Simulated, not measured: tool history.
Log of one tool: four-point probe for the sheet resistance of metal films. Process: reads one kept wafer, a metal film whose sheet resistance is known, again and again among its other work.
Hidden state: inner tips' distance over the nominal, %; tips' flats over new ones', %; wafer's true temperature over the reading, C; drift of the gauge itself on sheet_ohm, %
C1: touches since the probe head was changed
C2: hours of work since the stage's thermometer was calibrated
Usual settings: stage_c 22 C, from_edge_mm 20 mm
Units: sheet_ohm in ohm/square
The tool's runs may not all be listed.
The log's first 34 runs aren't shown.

{"run": 35, "hour": 1436.6, "stage_c": 32, "from_edge_mm": 48, "C1": 33470, "C2": 1936, "sheet_ohm": 1.518843}
{"run": 36, "hour": 1486.9, "stage_c": 22, "from_edge_mm": 9, "C1": 34894, "C2": 1963, "sheet_ohm": 1.518792}
{"run": 37, "hour": 1538.1, "stage_c": 30, "from_edge_mm": 7, "C1": 36342, "C2": 1990, "sheet_ohm": 1.52414}
{"run": 38, "hour": 1591.8, "stage_c": 34, "from_edge_mm": 36, "C1": 37862, "C2": 2019, "sheet_ohm": 1.519289}
{"run": 39, "hour": 1652.9, "stage_c": 32, "from_edge_mm": 19, "C1": 39590, "C2": 2051, "sheet_ohm": 1.519121}
{"run": 40, "hour": 1699.9, "stage_c": 32, "from_edge_mm": 19, "C1": 40922, "C2": 2076, "sheet_ohm": 1.519347}
{"run": 41, "hour": 1736.7, "stage_c": 32, "from_edge_mm": 19, "C1": 41962, "C2": 2095, "sheet_ohm": 1.519924}
{"run": 42, "hour": 1788.2, "stage_c": 30, "from_edge_mm": 5, "C1": 43421, "C2": 2122, "sheet_ohm": 1.531212}
{"run": 43, "hour": 1840.4, "stage_c": 33, "from_edge_mm": 21, "C1": 44896, "C2": 2150, "sheet_ohm": 1.520283}
{"run": 44, "hour": 1868.5, "stage_c": 33, "from_edge_mm": 21, "C1": 45692, "C2": 2165, "sheet_ohm": 1.518905}

Forecast each of these 4 alternatives for the next run:
{"run": "A", "hour": 1902.8, "stage_c": 20, "from_edge_mm": 19, "C1": 46663, "C2": 2183, "sheet_ohm": "?"}
{"run": "B", "hour": 1902.8, "stage_c": 33, "from_edge_mm": 43, "C1": 46663, "C2": 2183, "sheet_ohm": "?"}
{"run": "C", "hour": 1902.8, "stage_c": 33, "from_edge_mm": 70, "C1": 46663, "C2": 2183, "sheet_ohm": "?"}
{"run": "D", "hour": 1902.8, "stage_c": 30, "from_edge_mm": 20, "C1": 46663, "C2": 2183, "sheet_ohm": "?"}

run=A sheet_ohm=1.516024
run=B sheet_ohm=1.519602
run=C sheet_ohm=1.52004
run=D sheet_ohm=1.519196
Without the tool's hidden state the same runs would have given:
run=A sheet_ohm=1.517766
run=B sheet_ohm=1.521232
run=C sheet_ohm=1.52167
run=D sheet_ohm=1.520852

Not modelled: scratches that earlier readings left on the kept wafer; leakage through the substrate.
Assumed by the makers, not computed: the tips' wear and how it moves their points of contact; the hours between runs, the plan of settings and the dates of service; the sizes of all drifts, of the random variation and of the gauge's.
